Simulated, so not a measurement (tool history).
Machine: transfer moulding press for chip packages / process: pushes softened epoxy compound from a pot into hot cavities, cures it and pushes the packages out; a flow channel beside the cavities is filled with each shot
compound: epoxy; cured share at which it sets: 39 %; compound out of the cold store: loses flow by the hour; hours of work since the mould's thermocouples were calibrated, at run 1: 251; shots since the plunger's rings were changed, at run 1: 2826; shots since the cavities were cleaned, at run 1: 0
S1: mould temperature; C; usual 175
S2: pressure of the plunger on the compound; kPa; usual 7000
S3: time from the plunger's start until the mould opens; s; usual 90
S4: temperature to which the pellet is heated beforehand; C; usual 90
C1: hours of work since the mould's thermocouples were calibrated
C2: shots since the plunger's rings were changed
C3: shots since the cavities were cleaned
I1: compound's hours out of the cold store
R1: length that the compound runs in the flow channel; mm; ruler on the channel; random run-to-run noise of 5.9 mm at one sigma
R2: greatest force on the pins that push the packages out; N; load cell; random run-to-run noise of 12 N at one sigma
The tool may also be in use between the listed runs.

run,hour,S1,S2,S3,S4,C1,C2,C3,I1,R1,R2
1,0.0,175,7000,90,90,251,2826,0,47.4,587,543
2,8.7,175,7000,90,90,258,2959,133,16.7,638,696
3,13.8,175,7000,93,90,261,3037,211,32.4,618,705
4,21.3,175,7000,93,90,267,3153,327,13.7,672,814
5,29.8,175,7000,93,90,273,3282,456,18.2,652,849
6,38.2,175,7000,93,90,280,3411,585,45.1,585,822
7,43.8,175,7000,93,90,284,3496,670,39.1,591,914
8,51.5,175,7000,90,90,290,3614,788,13.3,671,1001
9,58.3,175,7000,95,90,295,3719,893,13.3,662,1016
# hour 62.7: cavities cleaned with cleaning compound and waxed
10,67.2,175,7000,95,90,300,3831,68,14.7,654,580
11,73.0,175,7000,95,90,304,3920,157,29.6,614,648
12,79.8,175,7000,95,90,310,4025,262,19.2,645,749
13,85.3,175,8200,90,90,314,4108,345,10.9,713,866
14,94.2,182,7000,90,90,320,4244,481,43.2,553,737
15,98.7,175,7640,90,86,324,4314,551,41.4,607,886
16,103.8,175,7640,90,86,328,4391,628,24.0,644,979
17,113.1,175,7640,90,86,334,4534,771,34.4,613,1000
18,118.6,171,7390,90,80,339,4617,854,46.6,583,1251
# hour 125.8: cavities cleaned with cleaning compound and waxed
19,126.5,175,8030,118,95,343,4715,10,31.4,641,463
20,132.2,175,8030,118,95,348,4803,98,10.1,694,532
21,141.0,175,5630,90,89,354,4938,233,43.5,510,707
22,147.3,175,5630,90,89,359,5033,328,39.0,515,785
23,155.6,169,5630,77,89,365,5161,456,39.5,522,1743
24,164.4,169,5630,77,89,372,5296,591,35.9,531,1967
25,172.1,169,8570,79,91,377,5413,708,47.6,617,1806
26,179.7,169,8570,79,91,383,5530,825,46.2,636,1879
# hour 188.5: cavities cleaned with cleaning compound and waxed
27,188.7,175,6680,90,90,389,5645,3,10.2,620,580
28,193.4,170,6750,85,99,392,5716,74,20.2,612,956

Same runs, no hidden state in the tool, same run-to-run variation:
The tool's hidden condition here consists of: true mould temperature over the reading, C; pressure that reaches the compound, % of what is set; grip of the stained cavities, % over clean ones'; drift of the gauge itself on flow_mm, %; drift of the gauge itself on push_out_n, %.
run,R1,R2
1,619,560
2,676,605
3,655,556
4,713,585
5,694,563
6,624,508
7,632,550
8,719,584
9,710,571
10,704,525
11,662,527
12,697,557
13,772,616
14,600,464
15,659,556
16,702,604
17,670,585
18,637,727
19,703,453
20,763,460
21,562,549
22,568,570
23,578,1188
24,590,1256
25,687,1102
26,710,1108
27,694,604
28,686,918

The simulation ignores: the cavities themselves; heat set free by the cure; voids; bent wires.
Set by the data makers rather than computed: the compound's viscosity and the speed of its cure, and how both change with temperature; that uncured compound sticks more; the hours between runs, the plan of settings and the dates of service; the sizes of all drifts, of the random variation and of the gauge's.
